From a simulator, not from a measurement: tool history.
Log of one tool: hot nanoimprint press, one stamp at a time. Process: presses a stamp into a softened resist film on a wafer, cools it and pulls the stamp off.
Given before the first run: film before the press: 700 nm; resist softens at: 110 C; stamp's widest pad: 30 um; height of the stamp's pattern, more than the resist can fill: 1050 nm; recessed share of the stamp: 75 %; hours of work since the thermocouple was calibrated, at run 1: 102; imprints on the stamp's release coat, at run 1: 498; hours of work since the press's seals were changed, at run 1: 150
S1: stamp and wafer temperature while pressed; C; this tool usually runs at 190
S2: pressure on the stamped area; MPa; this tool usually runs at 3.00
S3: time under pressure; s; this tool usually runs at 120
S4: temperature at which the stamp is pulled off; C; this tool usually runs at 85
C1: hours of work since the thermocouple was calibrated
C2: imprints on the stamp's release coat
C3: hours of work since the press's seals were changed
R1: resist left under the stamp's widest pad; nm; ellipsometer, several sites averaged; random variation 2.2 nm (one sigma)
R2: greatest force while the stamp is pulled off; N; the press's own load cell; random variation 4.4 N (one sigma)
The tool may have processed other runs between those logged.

run	day	S1	S2	S3	S4	C1	C2	C3	R1	R2
1	0.000	190	3.00	120	85	102	498	150	359.6	216
2	1.304	190	2.43	120	85	121	634	169	393.9	208
3	2.042	190	2.43	120	85	132	712	180	396.1	224
4	3.529	190	2.43	120	85	155	868	202	398.3	207
5	5.146	190	3.00	99	85	179	1037	227	393.1	209
6	5.950	190	3.00	99	85	191	1121	239	390.3	209
7	6.767	190	3.00	99	85	203	1207	251	392.5	221
8	7.975	190	3.00	99	85	221	1333	269	388.8	222
9	8.821	190	3.00	99	85	234	1422	281	389.3	210
10	10.038	190	3.00	99	85	252	1549	300	387.2	215
11	11.446	201	3.00	120	85	273	1697	321	232.1	208
# day 12.442: stamp cleaned and given a new release coat
12	12.725	201	3.00	120	85	288	30	336	228.9	206
13	14.375	190	3.00	120	85	313	202	361	369.9	219
14	15.462	190	3.00	120	85	329	316	377	367.9	223
15	16.496	190	3.00	120	85	345	424	393	367.3	213
16	17.992	181	3.00	146	85	367	581	415	478.9	224
17	19.200	181	3.00	146	85	385	708	433	482.6	211
18	20.658	181	3.00	146	87	407	860	455	484.9	191
19	21.800	190	3.00	237	91	424	980	472	284.1	183
# day 23.421: plate thermocouple calibrated
20	23.421	181	3.00	177	85	0	1137	494	455.8	225
21	24.771	183	3.23	120	85	20	1278	514	464.1	212
22	26.217	183	3.23	120	85	42	1430	536	464.4	214
23	27.271	199	4.13	78	83	58	1540	552	260.5	232
24	28.438	190	2.02	120	85	75	1662	569	422.2	213
# day 29.854: stamp cleaned and given a new release coat
25	29.954	183	3.25	120	85	94	10	588	460.8	214
26	31.421	194	3.25	120	85	116	163	610	300.4	216
27	33.100	196	2.36	105	85	141	340	635	330.8	218
28	34.433	202	2.36	105	82	161	479	655	260.5	240
29	35.404	190	3.52	120	70	175	581	670	342.0	323

Branching from run 29: 5 alternative next runs. What would each branch give?
A	37.179	188	4.67	77	85	202	767	696	?	?
B	37.179	190	3.00	110	84	202	767	696	?	?
C	37.179	190	3.00	120	88	202	767	696	?	?
D	37.179	190	3.31	135	92	202	767	696	?	?
E	37.179	190	3.32	120	82	202	767	696	?	?

run	R1	R2
A	395.1	222
B	373.9	220
C	368.8	190
D	330.4	173
E	355.2	235
Without the tool's hidden state the same runs would have given:
run	R1	R2
A	394.0	221
B	373.1	219
C	367.9	189
D	329.6	172
E	354.4	234
